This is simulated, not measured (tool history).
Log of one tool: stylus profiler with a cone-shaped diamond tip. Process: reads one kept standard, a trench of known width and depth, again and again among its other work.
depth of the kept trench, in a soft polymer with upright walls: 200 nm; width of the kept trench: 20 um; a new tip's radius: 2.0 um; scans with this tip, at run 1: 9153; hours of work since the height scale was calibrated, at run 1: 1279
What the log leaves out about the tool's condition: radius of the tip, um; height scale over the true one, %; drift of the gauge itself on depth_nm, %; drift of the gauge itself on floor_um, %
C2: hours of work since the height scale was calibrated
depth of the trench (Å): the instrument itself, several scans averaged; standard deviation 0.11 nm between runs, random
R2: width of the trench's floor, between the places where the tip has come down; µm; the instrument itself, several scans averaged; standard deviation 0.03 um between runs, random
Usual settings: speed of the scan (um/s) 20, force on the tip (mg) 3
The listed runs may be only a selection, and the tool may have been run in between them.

run 1 hour=0 | speed_of_the_scan_(um/s)=20 force_on_the_tip_(mg)=3 | scans_with_this_tip=9153 C2=1279 | depth_of_the_trench_(Å)=2046.9 R2=17.69
run 2 hour=71.3 | speed_of_the_scan_(um/s)=20 force_on_the_tip_(mg)=1.22 | scans_with_this_tip=9480 C2=1325 | depth_of_the_trench_(Å)=2032.4 R2=17.62
run 3 hour=134.3 | speed_of_the_scan_(um/s)=20 force_on_the_tip_(mg)=1.22 | scans_with_this_tip=9768 C2=1365 | depth_of_the_trench_(Å)=2031.9 R2=17.65
run 4 hour=243.8 | speed_of_the_scan_(um/s)=20 force_on_the_tip_(mg)=1.22 | scans_with_this_tip=10270 C2=1435 | depth_of_the_trench_(Å)=2031.9 R2=17.66
run 5 hour=328 | speed_of_the_scan_(um/s)=20 force_on_the_tip_(mg)=1.22 | scans_with_this_tip=10656 C2=1489 | depth_of_the_trench_(Å)=2034.2 R2=17.58
run 6 hour=378.7 | speed_of_the_scan_(um/s)=20 force_on_the_tip_(mg)=1.22 | scans_with_this_tip=10888 C2=1522 | depth_of_the_trench_(Å)=2032.2 R2=17.61
run 7 hour=434.1 | speed_of_the_scan_(um/s)=20 force_on_the_tip_(mg)=1.22 | scans_with_this_tip=11142 C2=1557 | depth_of_the_trench_(Å)=2032.2 R2=17.56
run 8 hour=489.6 | speed_of_the_scan_(um/s)=20 force_on_the_tip_(mg)=1.22 | scans_with_this_tip=11396 C2=1593 | depth_of_the_trench_(Å)=2036.2 R2=17.61
run 9 hour=578.6 | speed_of_the_scan_(um/s)=20 force_on_the_tip_(mg)=1.22 | scans_with_this_tip=11804 C2=1650 | depth_of_the_trench_(Å)=2035.1 R2=17.54
run 10 hour=644.7 | speed_of_the_scan_(um/s)=32 force_on_the_tip_(mg)=3 | scans_with_this_tip=12107 C2=1692 | depth_of_the_trench_(Å)=2051 R2=17.51
run 11 hour=697.3 | speed_of_the_scan_(um/s)=20 force_on_the_tip_(mg)=3 | scans_with_this_tip=12348 C2=1726 | depth_of_the_trench_(Å)=2050.6 R2=17.58
run 12 hour=751.4 | speed_of_the_scan_(um/s)=20 force_on_the_tip_(mg)=3 | scans_with_this_tip=12596 C2=1761 | depth_of_the_trench_(Å)=2050.8 R2=17.55
run 13 hour=833.2 | speed_of_the_scan_(um/s)=20 force_on_the_tip_(mg)=3 | scans_with_this_tip=12971 C2=1813 | depth_of_the_trench_(Å)=2051.9 R2=17.52
run 14 hour=942.5 | speed_of_the_scan_(um/s)=20 force_on_the_tip_(mg)=3 | scans_with_this_tip=13471 C2=1883 | depth_of_the_trench_(Å)=2050.4 R2=17.54
run 15 hour=998.8 | speed_of_the_scan_(um/s)=5 force_on_the_tip_(mg)=3 | scans_with_this_tip=13730 C2=1919 | depth_of_the_trench_(Å)=2051.6 R2=17.53
run 16 hour=1092.8 | speed_of_the_scan_(um/s)=5 force_on_the_tip_(mg)=3 | scans_with_this_tip=14160 C2=1979 | depth_of_the_trench_(Å)=2053.9 R2=17.55
run 17 hour=1159.4 | speed_of_the_scan_(um/s)=20 force_on_the_tip_(mg)=3 | scans_with_this_tip=14466 C2=2022 | depth_of_the_trench_(Å)=2055.8 R2=17.45
run 18 hour=1246 | speed_of_the_scan_(um/s)=20 force_on_the_tip_(mg)=5.83 | scans_with_this_tip=14862 C2=2077 | depth_of_the_trench_(Å)=2073.7 R2=17.42
run 19 hour=1332.4 | speed_of_the_scan_(um/s)=20 force_on_the_tip_(mg)=3 | scans_with_this_tip=15258 C2=2133 | depth_of_the_trench_(Å)=2056.7 R2=17.4
run 20 hour=1377.1 | speed_of_the_scan_(um/s)=19 force_on_the_tip_(mg)=3 | scans_with_this_tip=15463 C2=2161 | depth_of_the_trench_(Å)=2055.2 R2=17.46
run 21 hour=1458.4 | speed_of_the_scan_(um/s)=19 force_on_the_tip_(mg)=3 | scans_with_this_tip=15835 C2=2213 | depth_of_the_trench_(Å)=2057.9 R2=17.4
run 22 hour=1512.6 | speed_of_the_scan_(um/s)=19 force_on_the_tip_(mg)=3 | scans_with_this_tip=16084 C2=2248 | depth_of_the_trench_(Å)=2056.7 R2=17.34
run 23 hour=1609.3 | speed_of_the_scan_(um/s)=19 force_on_the_tip_(mg)=3 | scans_with_this_tip=16527 C2=2310 | depth_of_the_trench_(Å)=2056 R2=17.38
run 24 hour=1689.7 | speed_of_the_scan_(um/s)=19 force_on_the_tip_(mg)=3 | scans_with_this_tip=16895 C2=2361 | depth_of_the_trench_(Å)=2059.1 R2=17.4
run 25 hour=1789.8 | speed_of_the_scan_(um/s)=14 force_on_the_tip_(mg)=2.03 | scans_with_this_tip=17354 C2=2426 | depth_of_the_trench_(Å)=2050.3 R2=17.32
-- hour=1798 height scale calibrated on a step standard
run 26 hour=1876.8 | speed_of_the_scan_(um/s)=14 force_on_the_tip_(mg)=2.03 | scans_with_this_tip=17750 C2=50 | depth_of_the_trench_(Å)=2027.5 R2=17.3
run 27 hour=1939.1 | speed_of_the_scan_(um/s)=24 force_on_the_tip_(mg)=2.74 | scans_with_this_tip=18036 C2=90 | depth_of_the_trench_(Å)=2032.4 R2=17.32
run 28 hour=1999.6 | speed_of_the_scan_(um/s)=24 force_on_the_tip_(mg)=2.74 | scans_with_this_tip=18313 C2=129 | depth_of_the_trench_(Å)=2031.7 R2=17.24
run 29 hour=2093.8 | speed_of_the_scan_(um/s)=34 force_on_the_tip_(mg)=3.71 | scans_with_this_tip=18745 C2=189 | depth_of_the_trench_(Å)=2043.2 R2=17.27
run 30 hour=2191.5 | speed_of_the_scan_(um/s)=34 force_on_the_tip_(mg)=3.71 | scans_with_this_tip=19192 C2=252 | depth_of_the_trench_(Å)=2041.5 R2=17.21
run 31 hour=2270.9 | speed_of_the_scan_(um/s)=34 force_on_the_tip_(mg)=5.23 | scans_with_this_tip=19556 C2=303 | depth_of_the_trench_(Å)=2053.3 R2=17.19
run 32 hour=2316 | speed_of_the_scan_(um/s)=34 force_on_the_tip_(mg)=5.23 | scans_with_this_tip=19763 C2=332 | depth_of_the_trench_(Å)=2054.4 R2=17.2
run 33 hour=2407.2 | speed_of_the_scan_(um/s)=34 force_on_the_tip_(mg)=5.23 | scans_with_this_tip=20181 C2=390 | depth_of_the_trench_(Å)=2053.8 R2=17.22
run 34 hour=2498 | speed_of_the_scan_(um/s)=8 force_on_the_tip_(mg)=3.32 | scans_with_this_tip=20597 C2=448 | depth_of_the_trench_(Å)=2041.7 R2=17.31
run 35 hour=2588.4 | speed_of_the_scan_(um/s)=28 force_on_the_tip_(mg)=3.85 | scans_with_this_tip=21011 C2=506 | depth_of_the_trench_(Å)=2044.8 R2=17.19
run 36 hour=2688 | speed_of_the_scan_(um/s)=8 force_on_the_tip_(mg)=1.14 | scans_with_this_tip=21467 C2=570 | depth_of_the_trench_(Å)=2025.4 R2=17.22
run 37 hour=2739.1 | speed_of_the_scan_(um/s)=31 force_on_the_tip_(mg)=1.38 | scans_with_this_tip=21702 C2=603 | depth_of_the_trench_(Å)=2028.6 R2=17.05
run 38 hour=2837.6 | speed_of_the_scan_(um/s)=20 force_on_the_tip_(mg)=1.96 | scans_with_this_tip=22153 C2=666 | depth_of_the_trench_(Å)=2033.6 R2=17.15
run 39 hour=2893.9 | speed_of_the_scan_(um/s)=46 force_on_the_tip_(mg)=8.2 | scans_with_this_tip=22411 C2=702 | depth_of_the_trench_(Å)=2074.3 R2=17.15
run 40 hour=2965.6 | speed_of_the_scan_(um/s)=59 force_on_the_tip_(mg)=3.23 | scans_with_this_tip=22740 C2=748 | depth_of_the_trench_(Å)=2042.1 R2=17.05
run 41 hour=3032.3 | speed_of_the_scan_(um/s)=59 force_on_the_tip_(mg)=3.23 | scans_with_this_tip=23045 C2=790 | depth_of_the_trench_(Å)=2044.8 R2=17
run 42 hour=3118.6 | speed_of_the_scan_(um/s)=59 force_on_the_tip_(mg)=3.06 | scans_with_this_tip=23440 C2=846 | depth_of_the_trench_(Å)=2044.3 R2=17
run 43 hour=3190.9 | speed_of_the_scan_(um/s)=59 force_on_the_tip_(mg)=2.53 | scans_with_this_tip=23772 C2=892 | depth_of_the_trench_(Å)=2039 R2=16.98
run 44 hour=3238.7 | speed_of_the_scan_(um/s)=59 force_on_the_tip_(mg)=2.53 | scans_with_this_tip=23991 C2=923 | depth_of_the_trench_(Å)=2039.3 R2=16.93
run 45 hour=3301.5 | speed_of_the_scan_(um/s)=59 force_on_the_tip_(mg)=2.53 | scans_with_this_tip=24278 C2=963 | depth_of_the_trench_(Å)=2040.9 R2=16.96
run 46 hour=3373.4 | speed_of_the_scan_(um/s)=59 force_on_the_tip_(mg)=2.53 | scans_with_this_tip=24608 C2=1009 | depth_of_the_trench_(Å)=2041.3 R2=16.91

Predict each of these 3 candidate next runs independently; none follows another, all start after run 46:
run A hour=3475.3 | speed_of_the_scan_(um/s)=45 force_on_the_tip_(mg)=1.68 | scans_with_this_tip=25075 C2=1074 | depth_of_the_trench_(Å)=? R2=?
run B hour=3475.3 | speed_of_the_scan_(um/s)=18 force_on_the_tip_(mg)=1.23 | scans_with_this_tip=25075 C2=1074 | depth_of_the_trench_(Å)=? R2=?
run C hour=3475.3 | speed_of_the_scan_(um/s)=73 force_on_the_tip_(mg)=1.07 | scans_with_this_tip=25075 C2=1074 | depth_of_the_trench_(Å)=? R2=?

run=A depth_of_the_trench_(Å)=2033.6 R2=16.97
run=B depth_of_the_trench_(Å)=2029.3 R2=17
run=C depth_of_the_trench_(Å)=2029.2 R2=16.78
Stripped of hidden state, with their random variation kept, the same runs would have yielded:
run=A depth_of_the_trench_(Å)=2021.8 R2=18.11
run=B depth_of_the_trench_(Å)=2017.5 R2=18.14
run=C depth_of_the_trench_(Å)=2017.5 R2=17.92

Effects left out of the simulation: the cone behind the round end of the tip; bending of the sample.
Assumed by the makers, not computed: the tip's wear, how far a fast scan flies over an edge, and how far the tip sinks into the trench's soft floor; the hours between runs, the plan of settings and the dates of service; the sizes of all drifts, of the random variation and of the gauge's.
